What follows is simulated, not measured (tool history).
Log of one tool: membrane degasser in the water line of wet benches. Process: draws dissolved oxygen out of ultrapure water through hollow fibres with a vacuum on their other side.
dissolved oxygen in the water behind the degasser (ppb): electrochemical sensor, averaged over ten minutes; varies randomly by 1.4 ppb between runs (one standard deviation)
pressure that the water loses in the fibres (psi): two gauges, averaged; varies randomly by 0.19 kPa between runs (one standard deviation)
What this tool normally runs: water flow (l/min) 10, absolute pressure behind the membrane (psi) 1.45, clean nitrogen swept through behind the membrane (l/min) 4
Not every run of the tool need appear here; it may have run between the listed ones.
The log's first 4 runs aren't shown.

run	day	water flow (l/min)	absolute pressure behind the membrane (psi)	clean nitrogen swept through behind the membrane (l/min)	dissolved oxygen in the water behind the degasser (ppb)	pressure that the water loses in the fibres (psi)
5	9.904	11	1.45	4	166.3	5.836
6	11.075	11	1.45	4	165.6	5.889
7	13.5	11	1.45	4	163.4	5.88
8	15.546	11	1.45	4	167.3	5.889
9	17.583	10	1.45	4	144.3	5.371
10	18.858	10	1.45	4	147.5	5.345
11	21.308	10	1.45	4	147.8	5.4
12	23.9	10	1.45	4	148.2	5.308
13	25.521	7	1.45	4	89.7	3.72
14	26.812	7	1.45	4	90.1	3.706
15	29.225	7	1.45	4	90.1	3.73
16	31.371	7	1.45	4	90.1	3.748
17	34.15	10	2.32	5.33	167.9	5.31
18	36.171	10	2.32	5.33	166.9	5.323
19	38.462	10	2.57	4	195	5.408
20	40.958	10	1.61	4	157.5	5.378
21	43.15	7	1.45	6.41	80.3	3.767
22	45.262	14	0.96	6	195.5	7.516
23	48.054	10	1.87	11.67	128.2	5.339
24	50.396	12	2.1	9.31	176.6	6.435
25	51.592	12	2.1	9.31	177.7	6.459

Predict the results of run 26:
26	53.65	12	1.45	6.96	?	?

dissolved oxygen in the water behind the degasser (ppb): 173.1
pressure that the water loses in the fibres (psi): 6.479
With no hidden state in the tool, this same run would have given dissolved oxygen in the water behind the degasser (ppb) 157.1, pressure that the water loses in the fibres (psi) 6.316.
